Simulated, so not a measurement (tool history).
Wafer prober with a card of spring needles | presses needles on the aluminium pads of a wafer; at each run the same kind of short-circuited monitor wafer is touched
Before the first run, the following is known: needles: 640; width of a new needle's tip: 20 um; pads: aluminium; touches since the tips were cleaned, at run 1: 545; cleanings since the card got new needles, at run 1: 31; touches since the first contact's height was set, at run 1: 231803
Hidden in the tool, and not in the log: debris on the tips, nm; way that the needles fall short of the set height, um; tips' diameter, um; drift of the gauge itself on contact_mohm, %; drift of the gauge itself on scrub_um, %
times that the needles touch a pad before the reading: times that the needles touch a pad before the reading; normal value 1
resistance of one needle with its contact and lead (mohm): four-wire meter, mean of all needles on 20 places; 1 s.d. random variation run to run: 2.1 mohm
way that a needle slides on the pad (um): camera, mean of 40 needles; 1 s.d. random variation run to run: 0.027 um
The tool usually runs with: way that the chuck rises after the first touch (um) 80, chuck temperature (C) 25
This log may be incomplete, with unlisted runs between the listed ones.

run    hour  way that the chuck rises after the first touch (um)  chuck temperature (C)  times that the needles touch a pad before the reading  touches since the tips were cleaned  cleanings since the card got new needles  touches since the first contact's height was set  resistance of one needle with its contact and lead (mohm)  way that a needle slides on the pad (um)
  1       0                                                   80                     25                                                      1                                  545                                        31                                            231803                                                        245                                     13.82
       14.4  -- tips cleaned on abrasive film
       31.3  -- tips cleaned on abrasive film
  2    31.8                                                   80                     25                                                      1                                  252                                        33                                            245977                                                        240                                     13.71
       39.8  -- height of the first contact set anew
       50.5  -- tips cleaned on abrasive film
  3    58.5                                                   80                     25                                                      1                                 3624                                        34                                              8371                                                        282                                      13.3
       68.4  -- tips cleaned on abrasive film
       84.6  -- tips cleaned on abrasive film
  4    88.8                                                   80                     25                                                      1                                 1874                                        36                                             21822                                                        263                                     13.27
      101.1  -- tips cleaned on abrasive film
      117.7  -- tips cleaned on abrasive film
  5   120.9                                                   80                     91                                                      1                                 1427                                        38                                             36120                                                        271                                     13.23
      133.4  -- tips cleaned on abrasive film
  6   146.4                                                   80                     91                                                      1                                 5826                                        39                                             47517                                                        318                                     13.17
      148.9  -- tips cleaned on abrasive film
      165.7  -- tips cleaned on abrasive film
  7   168.6                                                   80                     91                                                      1                                 1283                                        41                                             57372                                                        271                                     13.14
      181.7  -- tips cleaned on abrasive film
      198.4  -- tips cleaned on abrasive film
  8     199                                                   80                     91                                                      1                                  281                                        43                                             70903                                                        259                                     13.11
      214.8  -- tips cleaned on abrasive film
  9   227.3                                                   80                     91                                                      1                                 5600                                        44                                             83531                                                        318                                     13.08
      230.4  -- tips cleaned on abrasive film
      246.6  -- tips cleaned on abrasive film
 10   252.1                                                   80                     91                                                      1                                 2475                                        46                                             94553                                                        292                                     13.03
      265.3  -- tips cleaned on abrasive film
 11   275.6                                                   74                     25                                                      1                                 4637                                        47                                            105065                                                        314                                      11.9
      283.2  -- tips cleaned on abrasive film
        295  -- height of the first contact set anew, once more
      299.5  -- tips cleaned on abrasive film
 12   301.8                                                   74                     25                                                      1                                 1036                                        49                                              3029                                                        254                                     13.35
      315.1  -- tips cleaned on abrasive film
      332.7  -- tips cleaned on abrasive film
 13   339.1                                                   74                     25                                                      1                                 2827                                        51                                             19627                                                        277                                     13.28
      350.4  -- tips cleaned on abrasive film
      367.1  -- tips cleaned on abrasive film
 14   379.9                                                   74                     69                                                      1                                 5722                                        53                                             37820                                                        312                                     13.26
      383.5  -- tips cleaned on abrasive film
        399  -- tips cleaned on abrasive film
 15   414.3                                                   74                     69                                                      1                                 6825                                        55                                             53146                                                        323                                     13.19
      418.2  -- tips cleaned on abrasive film
      435.7  -- tips cleaned on abrasive film
      454.5  -- tips cleaned on abrasive film
 16   460.1                                                   74                     69                                                      1                                 2517                                        58                                             73570                                                        289                                     13.09
      471.9  -- tips cleaned on abrasive film
      488.6  -- tips cleaned on abrasive film
      505.7  -- tips cleaned on abrasive film
 17   505.7                                                   74                     69                                                      1                                    0                                        61                                             93831                                                        251                                     13.07
      521.6  -- tips cleaned on abrasive film
        538  -- tips cleaned on abrasive film
 18   548.3                                                   84                     66                                                      1                                 4643                                        63                                            112852                                                        288                                     14.84
      556.1  -- tips cleaned on abrasive film
      571.6  -- tips cleaned on abrasive film
 19   576.3                                                   97                     38                                                      1                                 2091                                        65                                            125307                                                        258                                     17.14
      589.9  -- tips cleaned on abrasive film
      607.4  -- tips cleaned on abrasive film
 20   622.8                                                   97                     38                                                      1                                 6882                                        67                                            146029                                                        288                                     17.12
      625.8  -- tips cleaned on abrasive film
      643.3  -- tips cleaned on abrasive film
      661.8  -- tips cleaned on abrasive film
 21   669.7                                                   70                     68                                                      1                                 3532                                        70                                            166935                                                        305                                      12.2
      680.3  -- tips cleaned on abrasive film
      697.2  -- tips cleaned on abrasive film
 22   709.3                                                   70                     68                                                      1                                 5426                                        72                                            184578                                                        329                                     12.14
      712.8  -- tips cleaned on abrasive film
      730.7  -- tips cleaned on abrasive film
      747.6  -- tips cleaned on abrasive film
 23   754.7                                                   84                     68                                                      1                                 3201                                        75                                            204801                                                        288                                     14.61
      766.7  -- tips cleaned on abrasive film
      783.2  -- tips cleaned on abrasive film
      801.5  -- tips cleaned on abrasive film
 24   804.7                                                   84                     68                                                      1                                 1423                                        78                                            227043                                                        268                                     14.62
      817.1  -- tips cleaned on abrasive film
      833.6  -- tips cleaned on abrasive film
 25   848.4                                                   84                     68                                                      1                                 6601                                        80                                            246534                                                        308                                     14.53
      852.3  -- tips cleaned on abrasive film
      856.5  -- height of the first contact set anew
      869.7  -- tips cleaned on abrasive film
 26   883.7                                                   60                     55                                                      2                                 6280                                        82                                             12154                                                        314                                      10.8
      887.6  -- tips cleaned on abrasive film
      903.5  -- tips cleaned on abrasive film
      920.8  -- tips cleaned on abrasive film
 27   935.3                                                   62                     82                                                      1                                 6469                                        85                                             35134                                                        370                                     11.07
      939.2  -- tips cleaned on abrasive film
      956.8  -- tips cleaned on abrasive film
 28   971.4                                                   84                    116                                                      2                                 6543                                        87                                             51228                                                        288                                     14.96
      975.3  -- tips cleaned on abrasive film
      991.7  -- tips cleaned on abrasive film
     1008.1  -- tips cleaned on abrasive film
 29  1011.3                                                   71                     25                                                      2                                 1449                                        90                                             68979                                                        254                                      12.6

Below, some changes in resistance of one needle with its contact and lead (mohm) between adjacent runs. For each, the amount present without the hidden state too (settings, incoming material, random variation) and the amount remaining for the hidden state with gauge scatter not shared by both compared results:
Run 8 -> 9: tips cleaned on abrasive film. resistance of one needle with its contact and lead (mohm) +59: hidden state +63, all else -4.
Run 11 -> 12: tips cleaned on abrasive film, height of the first contact set anew, once more, tips cleaned on abrasive film. resistance of one needle with its contact and lead (mohm) -60: hidden state -61, all else +1.
Run 27 -> 28: way that the chuck rises after the first touch (um) 62 -> 84, chuck temperature (C) 82 -> 116, times that the needles touch a pad before the reading 1 -> 2, tips cleaned on abrasive film, tips cleaned on abrasive film. resistance of one needle with its contact and lead (mohm) -82: hidden state -85, all else +3.
